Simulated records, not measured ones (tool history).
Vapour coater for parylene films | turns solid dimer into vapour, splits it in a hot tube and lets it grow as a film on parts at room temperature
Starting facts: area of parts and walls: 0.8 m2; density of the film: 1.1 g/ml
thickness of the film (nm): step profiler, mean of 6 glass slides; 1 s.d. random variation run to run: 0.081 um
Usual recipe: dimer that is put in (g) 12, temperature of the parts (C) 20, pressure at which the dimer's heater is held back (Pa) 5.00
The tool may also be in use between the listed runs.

run,hour,dimer that is put in (g),temperature of the parts (C),pressure at which the dimer's heater is held back (Pa),thickness of the film (nm)
1,0.0,12,20,5.00,9680
2,27.5,12,20,5.00,9770
3,59.1,12,20,5.00,9900
4,90.1,9,20,5.00,7380
5,108.3,12,20,3.10,10360
6,131.7,12,22,5.00,9050
7,165.5,12,20,5.00,9930
# hour 192.1: trap's valve overhauled
8,196.7,12,20,5.00,9890
9,229.8,12,20,5.00,9880
10,249.8,12,20,5.00,10000
11,282.9,12,20,5.00,9850
12,315.7,12,20,5.00,9860
13,345.6,12,20,5.00,9850
14,375.8,12,20,5.00,9870
15,411.6,12,20,2.73,10610
16,444.9,12,20,5.00,9840
17,479.8,12,20,5.00,9790
# hour 483.5: table's thermometer calibrated
# hour 490.1: trap's valve overhauled
18,501.5,12,20,5.00,9850
19,536.6,12,20,5.00,9910
20,561.8,12,20,5.00,9910
21,582.6,12,20,5.00,9770
22,611.7,12,20,5.00,9800
23,641.5,12,20,5.00,9880
24,668.2,12,20,5.00,9860
25,694.3,12,20,5.00,9760
26,731.9,12,20,3.18,10420
27,751.2,12,14,2.18,13290
28,767.2,12,14,2.18,13300
# hour 786.1: trap's valve overhauled
29,793.9,12,14,2.18,13190
30,828.6,6,25,7.90,3800
31,844.5,6,25,7.90,3770
32,870.4,11,25,2.26,8080
33,893.4,8,20,2.93,6940
34,918.5,8,20,2.55,7080
35,940.4,21,20,5.00,17020
36,973.3,21,18,9.62,16990
37,995.0,18,18,3.55,16700
38,1032.6,18,18,3.55,16720
39,1056.3,13,14,5.05,13640
# hour 1082.1: trap's valve overhauled
40,1090.8,9,14,5.29,9410
41,1119.3,10,20,3.99,8420
42,1144.6,10,19,5.70,8330
43,1178.2,9,17,5.63,8290
44,1204.7,9,15,7.85,8720
45,1241.9,5,30,8.41,2610
46,1260.7,14,20,5.00,11580
47,1281.0,15,15,5.74,14810

What if the next run were any one of these 4? Each begins from the tool's condition after run 47:
A,1304.4,17,26,2.30,?
B,1304.4,15,14,5.05,?
C,1304.4,11,14,3.07,?
D,1304.4,15,31,5.74,?

run,thickness of the film (nm)
A,12010
B,15680
C,12040
D,7860
With no hidden state in the tool, these same runs would have given:
run,thickness of the film (nm)
A,12070
B,15770
C,12110
D,7900
